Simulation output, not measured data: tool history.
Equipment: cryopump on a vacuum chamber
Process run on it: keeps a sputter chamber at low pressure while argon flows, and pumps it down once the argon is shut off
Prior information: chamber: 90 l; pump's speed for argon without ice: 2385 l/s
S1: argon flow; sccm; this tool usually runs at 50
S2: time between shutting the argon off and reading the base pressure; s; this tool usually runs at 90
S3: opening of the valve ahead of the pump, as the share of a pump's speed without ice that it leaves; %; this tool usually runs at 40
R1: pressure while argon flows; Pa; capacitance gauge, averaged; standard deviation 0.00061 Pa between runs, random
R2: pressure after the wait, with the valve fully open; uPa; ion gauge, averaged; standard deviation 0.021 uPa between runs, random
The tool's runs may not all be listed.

run,hour,S1,S2,S3,R1,R2
1,0.0,50,90,40,0.0964,1.03
2,22.7,50,90,46,0.0852,0.97
3,60.1,50,183,46,0.0853,0.93
4,91.9,50,90,40,0.0970,1.01
5,117.9,50,90,40,0.0982,1.02
6,137.5,50,90,40,0.0977,1.07
7,168.9,50,90,40,0.0984,1.06
8,198.9,50,90,40,0.0988,1.07
9,229.5,50,90,40,0.0995,1.04
10,271.7,72,99,15,0.3558,1.05
11,294.3,26,40,18,0.1087,1.34
12,319.6,34,182,40,0.0682,1.04
13,338.3,34,182,40,0.0681,1.05
# hour 361.6: pump warmed up, emptied and cooled again
14,371.1,50,32,27,0.1313,1.25
# hour 389.0: leaking fittings of the chamber tightened, without venting
15,413.4,38,196,23,0.1164,0.21

5 options for the next run, each taken on its own from the tool as it stands now. Forecast them:
A,438.6,27,90,23,?,?
B,438.6,41,109,37,?,?
C,438.6,61,131,40,?,?
D,438.6,39,36,16,?,?
E,438.6,100,105,25,?,?

run,R1,R2
A,0.0847,0.38
B,0.0781,0.35
C,0.1086,0.25
D,0.1749,0.65
E,0.2864,0.30
Take away the tool's hidden state, keep each run's random variation, and the runs would have read:
run,R1,R2
A,0.0842,0.36
B,0.0772,0.33
C,0.1073,0.23
D,0.1740,0.63
E,0.2843,0.28
